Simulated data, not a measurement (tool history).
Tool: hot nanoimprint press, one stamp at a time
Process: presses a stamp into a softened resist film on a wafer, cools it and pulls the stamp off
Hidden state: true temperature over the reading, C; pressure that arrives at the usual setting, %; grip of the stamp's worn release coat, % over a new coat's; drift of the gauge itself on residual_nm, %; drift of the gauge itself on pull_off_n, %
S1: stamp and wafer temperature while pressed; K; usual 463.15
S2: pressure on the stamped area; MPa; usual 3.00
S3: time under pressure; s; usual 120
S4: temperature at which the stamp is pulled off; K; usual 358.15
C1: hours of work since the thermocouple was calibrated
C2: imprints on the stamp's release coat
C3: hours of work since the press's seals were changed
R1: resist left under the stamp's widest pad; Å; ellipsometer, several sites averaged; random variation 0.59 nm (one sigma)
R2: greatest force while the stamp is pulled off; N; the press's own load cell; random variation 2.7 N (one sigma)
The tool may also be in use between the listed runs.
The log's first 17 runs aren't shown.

| run | hour | S1 | S2 | S3 | S4 | C1 | C2 | C3 | R1 | R2 |
|---|---|---|---|---|---|---|---|---|---|---|
| 18 | 106.7 | 463.15 | 3.00 | 96 | 350.15 | 530 | 1114 | 257 | 2201 | 136 |
| 19 | 115.0 | 472.15 | 3.00 | 120 | 358.15 | 535 | 1142 | 263 | 1388 | 127 |
| 20 | 122.9 | 472.15 | 3.00 | 120 | 358.15 | 541 | 1169 | 268 | 1399 | 126 |
| 21 | 127.7 | 472.15 | 3.00 | 120 | 358.15 | 544 | 1185 | 271 | 1400 | 135 |
| 22 | 131.8 | 455.15 | 3.78 | 120 | 358.15 | 547 | 1198 | 274 | 2553 | 129 |
| 23 | 140.1 | 463.15 | 3.98 | 120 | 352.15 | 552 | 1226 | 279 | 1783 | 138 |
| 24 | 147.9 | 459.15 | 3.98 | 77 | 352.15 | 558 | 1252 | 285 | 2451 | 133 |
| 25 | 153.3 | 459.15 | 3.00 | 120 | 350.15 | 561 | 1270 | 288 | 2386 | 136 |
| 26 | 159.6 | 463.15 | 2.93 | 100 | 358.15 | 565 | 1291 | 293 | 2203 | 126 |
| 27 | 163.6 | 467.15 | 1.95 | 171 | 365.15 | 568 | 1305 | 295 | 1854 | 122 |
| 28 | 170.1 | 467.15 | 1.95 | 171 | 365.15 | 573 | 1327 | 300 | 1846 | 117 |
| 29 | 175.5 | 463.15 | 4.25 | 63 | 358.15 | 576 | 1345 | 304 | 2189 | 131 |
| 30 | 182.7 | 463.15 | 1.91 | 63 | 358.15 | 581 | 1369 | 308 | 2904 | 126 |

4 ways to go on from here, each from the tool as it stands after run 30. What would each give?
| A | 188.4 | 463.15 | 1.91 | 82 | 358.15 | 585 | 1388 | 312 | ? | ? |
| B | 188.4 | 459.15 | 1.84 | 78 | 358.15 | 585 | 1388 | 312 | ? | ? |
| C | 188.4 | 463.15 | 2.82 | 120 | 365.15 | 585 | 1388 | 312 | ? | ? |
| D | 188.4 | 461.15 | 3.00 | 133 | 358.15 | 585 | 1388 | 312 | ? | ? |

| run | R1 | R2 |
|---|---|---|
| A | 2733 | 132 |
| B | 3117 | 128 |
| C | 2094 | 121 |
| D | 2149 | 122 |
Without the tool's hidden state the same runs would have given:
| run | R1 | R2 |
|---|---|---|
| A | 2706 | 131 |
| B | 3086 | 127 |
| C | 2073 | 120 |
| D | 2128 | 120 |
